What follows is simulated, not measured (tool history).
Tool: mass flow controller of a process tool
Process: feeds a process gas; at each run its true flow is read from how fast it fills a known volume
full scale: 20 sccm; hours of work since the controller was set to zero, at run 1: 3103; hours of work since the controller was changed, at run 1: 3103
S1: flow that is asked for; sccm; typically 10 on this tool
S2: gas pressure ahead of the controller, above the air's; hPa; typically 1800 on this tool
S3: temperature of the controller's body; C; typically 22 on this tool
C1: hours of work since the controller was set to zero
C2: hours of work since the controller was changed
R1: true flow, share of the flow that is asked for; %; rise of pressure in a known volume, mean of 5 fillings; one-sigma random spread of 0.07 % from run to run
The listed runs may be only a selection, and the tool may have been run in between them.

| run | hour | S1 | S2 | S3 | C1 | C2 | R1 |
|---|---|---|---|---|---|---|---|
| 1 | 0.0 | 10 | 1800 | 22 | 3103 | 3103 | 100.54 |
| 2 | 83.8 | 10 | 1800 | 22 | 3161 | 3161 | 100.72 |
| 3 | 186.2 | 10 | 1800 | 22 | 3232 | 3232 | 100.67 |
| 4 | 258.7 | 10 | 1800 | 33 | 3282 | 3282 | 101.78 |
| 5 | 373.5 | 10 | 1800 | 33 | 3361 | 3361 | 101.76 |
| 6 | 434.0 | 10 | 1800 | 33 | 3403 | 3403 | 101.71 |
|  | 445.4 | controller's zero set anew |
| 7 | 535.6 | 10 | 1800 | 33 | 62 | 3473 | 102.30 |
| 8 | 599.1 | 10 | 1800 | 33 | 106 | 3517 | 102.41 |
|  | 659.6 | controller's zero set anew, once more |
| 9 | 721.2 | 2 | 1800 | 34 | 43 | 3601 | 100.44 |
| 10 | 830.6 | 4 | 1800 | 28 | 118 | 3677 | 99.99 |

Here are 5 independent what-if runs from the current tool condition. What would each one return?
| A | 952.4 | 10 | 1830 | 22 | 202 | 3761 | ? |
| B | 952.4 | 20 | 1800 | 33 | 202 | 3761 | ? |
| C | 952.4 | 18 | 2290 | 25 | 202 | 3761 | ? |
| D | 952.4 | 10 | 1870 | 34 | 202 | 3761 | ? |
| E | 952.4 | 10 | 1760 | 22 | 202 | 3761 | ? |

| run | R1 |
|---|---|
| A | 99.69 |
| B | 101.13 |
| C | 100.21 |
| D | 100.84 |
| E | 99.66 |
Stripped of hidden state, with their random variation kept, the same runs would have yielded:
| run | R1 |
|---|---|
| A | 99.25 |
| B | 100.73 |
| C | 99.81 |
| D | 100.41 |
| E | 99.22 |
